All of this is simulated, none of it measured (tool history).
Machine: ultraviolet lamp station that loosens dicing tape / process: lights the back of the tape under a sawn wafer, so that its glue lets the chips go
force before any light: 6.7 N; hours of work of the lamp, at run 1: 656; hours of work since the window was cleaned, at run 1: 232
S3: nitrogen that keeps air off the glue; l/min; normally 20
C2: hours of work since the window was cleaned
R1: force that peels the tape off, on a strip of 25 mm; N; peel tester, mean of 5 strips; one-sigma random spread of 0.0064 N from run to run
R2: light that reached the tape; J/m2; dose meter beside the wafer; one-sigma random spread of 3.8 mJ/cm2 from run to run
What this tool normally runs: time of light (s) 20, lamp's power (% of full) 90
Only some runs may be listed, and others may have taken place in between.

run 1 hour=0.0 | time_of_light_(s)=20 lamp's_power_(%_of_full)=90 S3=20 | hours_of_work_of_the_lamp=656 C2=232 | R1=0.274 R2=5410
run 2 hour=28.2 | time_of_light_(s)=20 lamp's_power_(%_of_full)=90 S3=20 | hours_of_work_of_the_lamp=672 C2=248 | R1=0.297 R2=5460
run 3 hour=67.6 | time_of_light_(s)=20 lamp's_power_(%_of_full)=90 S3=20 | hours_of_work_of_the_lamp=693 C2=269 | R1=0.288 R2=5470
run 4 hour=98.0 | time_of_light_(s)=20 lamp's_power_(%_of_full)=93 S3=20 | hours_of_work_of_the_lamp=709 C2=285 | R1=0.264 R2=5550
run 5 hour=118.9 | time_of_light_(s)=20 lamp's_power_(%_of_full)=93 S3=20 | hours_of_work_of_the_lamp=720 C2=296 | R1=0.275 R2=5440
run 6 hour=135.4 | time_of_light_(s)=20 lamp's_power_(%_of_full)=90 S3=8 | hours_of_work_of_the_lamp=729 C2=305 | R1=0.449 R2=5330
run 7 hour=162.2 | time_of_light_(s)=20 lamp's_power_(%_of_full)=90 S3=20 | hours_of_work_of_the_lamp=744 C2=320 | R1=0.309 R2=5320
run 8 hour=200.3 | time_of_light_(s)=20 lamp's_power_(%_of_full)=90 S3=20 | hours_of_work_of_the_lamp=764 C2=340 | R1=0.309 R2=5280
run 9 hour=223.5 | time_of_light_(s)=20 lamp's_power_(%_of_full)=90 S3=20 | hours_of_work_of_the_lamp=777 C2=353 | R1=0.313 R2=5240
run 10 hour=250.4 | time_of_light_(s)=20 lamp's_power_(%_of_full)=90 S3=13 | hours_of_work_of_the_lamp=791 C2=367 | R1=0.381 R2=5200
run 11 hour=284.9 | time_of_light_(s)=20 lamp's_power_(%_of_full)=90 S3=13 | hours_of_work_of_the_lamp=810 C2=386 | R1=0.388 R2=5100
run 12 hour=305.7 | time_of_light_(s)=20 lamp's_power_(%_of_full)=90 S3=13 | hours_of_work_of_the_lamp=821 C2=397 | R1=0.383 R2=5170
run 13 hour=329.2 | time_of_light_(s)=20 lamp's_power_(%_of_full)=77 S3=13 | hours_of_work_of_the_lamp=833 C2=409 | R1=0.546 R2=4420
run 14 hour=355.3 | time_of_light_(s)=20 lamp's_power_(%_of_full)=77 S3=13 | hours_of_work_of_the_lamp=847 C2=423 | R1=0.554 R2=4340
run 15 hour=391.4 | time_of_light_(s)=20 lamp's_power_(%_of_full)=77 S3=9 | hours_of_work_of_the_lamp=867 C2=443 | R1=0.657 R2=4310
run 16 hour=424.7 | time_of_light_(s)=20 lamp's_power_(%_of_full)=77 S3=9 | hours_of_work_of_the_lamp=885 C2=461 | R1=0.670 R2=4340
run 17 hour=442.2 | time_of_light_(s)=20 lamp's_power_(%_of_full)=77 S3=9 | hours_of_work_of_the_lamp=894 C2=470 | R1=0.681 R2=4240
run 18 hour=478.8 | time_of_light_(s)=20 lamp's_power_(%_of_full)=60 S3=20 | hours_of_work_of_the_lamp=914 C2=490 | R1=0.804 R2=3320
run 19 hour=517.2 | time_of_light_(s)=20 lamp's_power_(%_of_full)=90 S3=11 | hours_of_work_of_the_lamp=934 C2=510 | R1=0.441 R2=4870
run 20 hour=540.3 | time_of_light_(s)=20 lamp's_power_(%_of_full)=90 S3=11 | hours_of_work_of_the_lamp=947 C2=523 | R1=0.473 R2=4890
run 21 hour=561.3 | time_of_light_(s)=20 lamp's_power_(%_of_full)=90 S3=38 | hours_of_work_of_the_lamp=958 C2=534 | R1=0.301 R2=4880
-- hour=582.4 window cleaned of glue's vapour
run 22 hour=582.4 | time_of_light_(s)=20 lamp's_power_(%_of_full)=67 S3=11 | hours_of_work_of_the_lamp=969 C2=0 | R1=0.950 R2=3440
run 23 hour=613.3 | time_of_light_(s)=15 lamp's_power_(%_of_full)=61 S3=20 | hours_of_work_of_the_lamp=986 C2=17 | R1=1.477 R2=2340
run 24 hour=629.3 | time_of_light_(s)=20 lamp's_power_(%_of_full)=83 S3=11 | hours_of_work_of_the_lamp=994 C2=25 | R1=0.614 R2=4260
run 25 hour=645.8 | time_of_light_(s)=27 lamp's_power_(%_of_full)=90 S3=33 | hours_of_work_of_the_lamp=1003 C2=34 | R1=0.185 R2=6240
run 26 hour=667.4 | time_of_light_(s)=34 lamp's_power_(%_of_full)=90 S3=12 | hours_of_work_of_the_lamp=1015 C2=46 | R1=0.182 R2=7710
run 27 hour=703.8 | time_of_light_(s)=34 lamp's_power_(%_of_full)=90 S3=12 | hours_of_work_of_the_lamp=1035 C2=65 | R1=0.188 R2=7710
run 28 hour=725.1 | time_of_light_(s)=39 lamp's_power_(%_of_full)=90 S3=8 | hours_of_work_of_the_lamp=1046 C2=77 | R1=0.188 R2=8700
run 29 hour=743.9 | time_of_light_(s)=21 lamp's_power_(%_of_full)=90 S3=22 | hours_of_work_of_the_lamp=1056 C2=87 | R1=0.377 R2=4710
run 30 hour=761.6 | time_of_light_(s)=21 lamp's_power_(%_of_full)=90 S3=22 | hours_of_work_of_the_lamp=1066 C2=96 | R1=0.403 R2=4670
run 31 hour=788.7 | time_of_light_(s)=13 lamp's_power_(%_of_full)=63 S3=15 | hours_of_work_of_the_lamp=1080 C2=111 | R1=1.933 R2=2010
-- hour=813.2 window cleaned of glue's vapour, once more
run 32 hour=816.2 | time_of_light_(s)=23 lamp's_power_(%_of_full)=98 S3=20 | hours_of_work_of_the_lamp=1095 C2=2 | R1=0.206 R2=6410
run 33 hour=833.0 | time_of_light_(s)=20 lamp's_power_(%_of_full)=75 S3=20 | hours_of_work_of_the_lamp=1104 C2=11 | R1=0.488 R2=4260
run 34 hour=857.6 | time_of_light_(s)=20 lamp's_power_(%_of_full)=90 S3=20 | hours_of_work_of_the_lamp=1117 C2=24 | R1=0.330 R2=5060
run 35 hour=884.3 | time_of_light_(s)=20 lamp's_power_(%_of_full)=90 S3=20 | hours_of_work_of_the_lamp=1131 C2=38 | R1=0.325 R2=5030
run 36 hour=903.3 | time_of_light_(s)=20 lamp's_power_(%_of_full)=90 S3=20 | hours_of_work_of_the_lamp=1142 C2=48 | R1=0.338 R2=5060
run 37 hour=935.6 | time_of_light_(s)=11 lamp's_power_(%_of_full)=74 S3=19 | hours_of_work_of_the_lamp=1159 C2=66 | R1=1.588 R2=2250
run 38 hour=966.7 | time_of_light_(s)=11 lamp's_power_(%_of_full)=74 S3=19 | hours_of_work_of_the_lamp=1176 C2=83 | R1=1.585 R2=2230
run 39 hour=983.3 | time_of_light_(s)=21 lamp's_power_(%_of_full)=92 S3=9 | hours_of_work_of_the_lamp=1185 C2=91 | R1=0.435 R2=5290
run 40 hour=1011.0 | time_of_light_(s)=21 lamp's_power_(%_of_full)=92 S3=9 | hours_of_work_of_the_lamp=1199 C2=106 | R1=0.449 R2=5250
run 41 hour=1028.4 | time_of_light_(s)=17 lamp's_power_(%_of_full)=90 S3=20 | hours_of_work_of_the_lamp=1209 C2=116 | R1=0.521 R2=4190
run 42 hour=1066.0 | time_of_light_(s)=17 lamp's_power_(%_of_full)=90 S3=20 | hours_of_work_of_the_lamp=1229 C2=136 | R1=0.512 R2=4050

Branching from run 42: 5 alternative next runs. What would each branch give?
run A hour=1084.3 | time_of_light_(s)=19 lamp's_power_(%_of_full)=74 S3=12 | hours_of_work_of_the_lamp=1239 C2=146 | R1=? R2=?
run B hour=1084.3 | time_of_light_(s)=16 lamp's_power_(%_of_full)=76 S3=7 | hours_of_work_of_the_lamp=1239 C2=146 | R1=? R2=?
run C hour=1084.3 | time_of_light_(s)=37 lamp's_power_(%_of_full)=90 S3=13 | hours_of_work_of_the_lamp=1239 C2=146 | R1=? R2=?
run D hour=1084.3 | time_of_light_(s)=27 lamp's_power_(%_of_full)=73 S3=22 | hours_of_work_of_the_lamp=1239 C2=146 | R1=? R2=?
run E hour=1084.3 | time_of_light_(s)=17 lamp's_power_(%_of_full)=100 S3=10 | hours_of_work_of_the_lamp=1239 C2=146 | R1=? R2=?

run=A R1=0.773 R2=3810
run=B R1=1.236 R2=3290
run=C R1=0.153 R2=8930
run=D R1=0.311 R2=5340
run=E R1=0.585 R2=4580
With no hidden state in the tool, these same runs would have given:
run=A R1=0.412 R2=5150
run=B R1=0.720 R2=4440
run=C R1=0.133 R2=12080
run=D R1=0.186 R2=7210
run=E R1=0.305 R2=6210
